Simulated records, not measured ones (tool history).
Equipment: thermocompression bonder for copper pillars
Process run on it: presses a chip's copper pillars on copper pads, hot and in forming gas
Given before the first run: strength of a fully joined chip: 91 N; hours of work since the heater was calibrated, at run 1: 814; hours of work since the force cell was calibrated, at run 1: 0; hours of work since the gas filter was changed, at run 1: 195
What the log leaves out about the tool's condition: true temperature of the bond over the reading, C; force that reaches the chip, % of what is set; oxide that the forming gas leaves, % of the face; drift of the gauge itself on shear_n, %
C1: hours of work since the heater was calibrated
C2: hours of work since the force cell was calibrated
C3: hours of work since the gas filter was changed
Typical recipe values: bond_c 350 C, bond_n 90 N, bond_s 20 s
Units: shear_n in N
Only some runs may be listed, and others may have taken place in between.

run 1 hour=0.0 | bond_c=350 bond_n=90 bond_s=20 | C1=814 C2=0 C3=195 | shear_n=59.2
run 2 hour=54.1 | bond_c=350 bond_n=62 bond_s=20 | C1=856 C2=43 C3=237 | shear_n=50.0
run 3 hour=120.2 | bond_c=350 bond_n=62 bond_s=20 | C1=908 C2=95 C3=289 | shear_n=49.6
-- hour=178.1 heater calibrated with a thermocouple chip
run 4 hour=178.5 | bond_c=350 bond_n=90 bond_s=49 | C1=0 C2=139 C3=334 | shear_n=68.5
run 5 hour=253.2 | bond_c=350 bond_n=90 bond_s=15 | C1=59 C2=198 C3=392 | shear_n=49.5
-- hour=261.2 forming gas filter changed
run 6 hour=327.0 | bond_c=350 bond_n=90 bond_s=15 | C1=117 C2=255 C3=52 | shear_n=52.5
run 7 hour=393.0 | bond_c=350 bond_n=90 bond_s=15 | C1=169 C2=307 C3=104 | shear_n=51.9
-- hour=428.7 heater calibrated with a thermocouple chip, once more
run 8 hour=478.3 | bond_c=350 bond_n=90 bond_s=15 | C1=39 C2=373 C3=169 | shear_n=58.4
run 9 hour=533.3 | bond_c=350 bond_n=90 bond_s=15 | C1=82 C2=416 C3=213 | shear_n=57.4
run 10 hour=604.5 | bond_c=350 bond_n=90 bond_s=20 | C1=138 C2=472 C3=269 | shear_n=60.9
run 11 hour=662.5 | bond_c=350 bond_n=56 bond_s=20 | C1=184 C2=518 C3=314 | shear_n=50.1
run 12 hour=715.8 | bond_c=350 bond_n=56 bond_s=20 | C1=226 C2=560 C3=356 | shear_n=50.4
-- hour=773.6 forming gas filter changed
run 13 hour=806.8 | bond_c=350 bond_n=90 bond_s=24 | C1=297 C2=631 C3=26 | shear_n=66.1
run 14 hour=907.7 | bond_c=350 bond_n=90 bond_s=20 | C1=377 C2=711 C3=106 | shear_n=62.0
run 15 hour=952.6 | bond_c=350 bond_n=90 bond_s=20 | C1=412 C2=746 C3=141 | shear_n=61.9
run 16 hour=1029.2 | bond_c=350 bond_n=90 bond_s=20 | C1=472 C2=806 C3=201 | shear_n=61.1
run 17 hour=1132.0 | bond_c=350 bond_n=90 bond_s=20 | C1=553 C2=887 C3=282 | shear_n=60.3
run 18 hour=1185.4 | bond_c=371 bond_n=90 bond_s=20 | C1=595 C2=929 C3=324 | shear_n=67.8
run 19 hour=1274.3 | bond_c=350 bond_n=90 bond_s=34 | C1=665 C2=999 C3=394 | shear_n=66.6
-- hour=1279.9 forming gas filter changed
run 20 hour=1371.4 | bond_c=350 bond_n=90 bond_s=34 | C1=741 C2=1075 C3=72 | shear_n=69.9
run 21 hour=1461.6 | bond_c=365 bond_n=90 bond_s=20 | C1=812 C2=1146 C3=143 | shear_n=66.9
run 22 hour=1536.1 | bond_c=355 bond_n=86 bond_s=23 | C1=871 C2=1205 C3=202 | shear_n=63.0
run 23 hour=1630.9 | bond_c=350 bond_n=98 bond_s=20 | C1=946 C2=1280 C3=276 | shear_n=60.5
-- hour=1638.7 heater calibrated with a thermocouple chip
run 24 hour=1683.1 | bond_c=359 bond_n=90 bond_s=20 | C1=35 C2=1319 C3=316 | shear_n=66.5
-- hour=1715.8 force cell calibrated
run 25 hour=1757.5 | bond_c=360 bond_n=70 bond_s=22 | C1=92 C2=33 C3=373 | shear_n=60.4
-- hour=1787.2 forming gas filter changed
run 26 hour=1839.5 | bond_c=360 bond_n=70 bond_s=20 | C1=156 C2=97 C3=41 | shear_n=62.9
run 27 hour=1909.8 | bond_c=360 bond_n=70 bond_s=20 | C1=212 C2=152 C3=97 | shear_n=62.3
run 28 hour=2005.3 | bond_c=339 bond_n=62 bond_s=20 | C1=287 C2=228 C3=172 | shear_n=48.0
run 29 hour=2055.1 | bond_c=350 bond_n=88 bond_s=14 | C1=326 C2=267 C3=211 | shear_n=55.4
run 30 hour=2111.1 | bond_c=326 bond_n=62 bond_s=44 | C1=370 C2=311 C3=255 | shear_n=53.4
run 31 hour=2211.1 | bond_c=324 bond_n=90 bond_s=20 | C1=449 C2=390 C3=334 | shear_n=47.4
run 32 hour=2261.9 | bond_c=324 bond_n=90 bond_s=20 | C1=489 C2=430 C3=374 | shear_n=46.9
-- hour=2293.3 forming gas filter changed
run 33 hour=2342.9 | bond_c=324 bond_n=90 bond_s=20 | C1=552 C2=493 C3=39 | shear_n=49.2
run 34 hour=2431.0 | bond_c=339 bond_n=90 bond_s=20 | C1=622 C2=562 C3=108 | shear_n=56.0
run 35 hour=2491.4 | bond_c=366 bond_n=90 bond_s=48 | C1=669 C2=610 C3=156 | shear_n=79.6
run 36 hour=2555.4 | bond_c=352 bond_n=104 bond_s=20 | C1=720 C2=660 C3=206 | shear_n=65.0
run 37 hour=2657.6 | bond_c=350 bond_n=100 bond_s=15 | C1=800 C2=741 C3=287 | shear_n=57.1
run 38 hour=2711.8 | bond_c=379 bond_n=103 bond_s=18 | C1=843 C2=783 C3=329 | shear_n=71.3

Forecast each of these 3 alternatives for the next run:
run A hour=2795.3 | bond_c=366 bond_n=134 bond_s=27 | C1=909 C2=849 C3=395 | shear_n=?
run B hour=2795.3 | bond_c=350 bond_n=67 bond_s=56 | C1=909 C2=849 C3=395 | shear_n=?
run C hour=2795.3 | bond_c=350 bond_n=66 bond_s=20 | C1=909 C2=849 C3=395 | shear_n=?

run=A shear_n=75.3
run=B shear_n=66.8
run=C shear_n=51.5
The same runs, with their run-to-run variation unchanged, on a tool lacking any hidden condition would have given:
run=A shear_n=81.9
run=B shear_n=73.5
run=C shear_n=57.4
